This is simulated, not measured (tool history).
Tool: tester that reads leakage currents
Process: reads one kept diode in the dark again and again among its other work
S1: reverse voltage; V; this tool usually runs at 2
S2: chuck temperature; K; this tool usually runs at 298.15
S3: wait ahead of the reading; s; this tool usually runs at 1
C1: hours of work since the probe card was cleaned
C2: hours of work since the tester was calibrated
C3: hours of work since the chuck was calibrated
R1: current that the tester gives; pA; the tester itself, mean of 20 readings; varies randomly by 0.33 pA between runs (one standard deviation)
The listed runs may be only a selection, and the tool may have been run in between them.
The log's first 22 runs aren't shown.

run	day	S1	S2	S3	C1	C2	C3	R1
23	178.325	1.12	310.15	1.74	1283	2821	1851	195.43
24	186.367	5.23	308.15	0.41	1388	2926	1956	331.07
# day 188.992: chuck's temperature calibrated
# day 190.033: tester calibrated
25	193.05	2	298.15	0.37	1474	39	52	109.94
26	202.262	2	298.15	0.37	1594	160	173	109.04
27	208.979	5.21	295.15	2.23	1682	248	261	130.21
28	217.479	5.21	295.15	2.23	1793	359	372	129.12
29	227.938	2	308.15	0.32	1930	496	509	241.01
30	237.738	9.48	308.15	0.32	2059	625	637	486.34

3 ways to go on from here, each from the tool as it stands after run 30. What would each give?
# day 241.212: probe card cleaned and baked
A	245.283	5.63	298.15	7.1	53	722	734	?
# day 241.212: probe card cleaned and baked
B	245.283	6.38	299.15	4.39	53	722	734	?
# day 241.212: probe card cleaned and baked
C	245.283	1.77	298.15	1	53	722	734	?

run	R1
A	160.22
B	184.34
C	95.72
With the hidden condition removed and each run's random variation left untouched, the same runs would have given:
run	R1
A	171.51
B	197.24
C	102.52
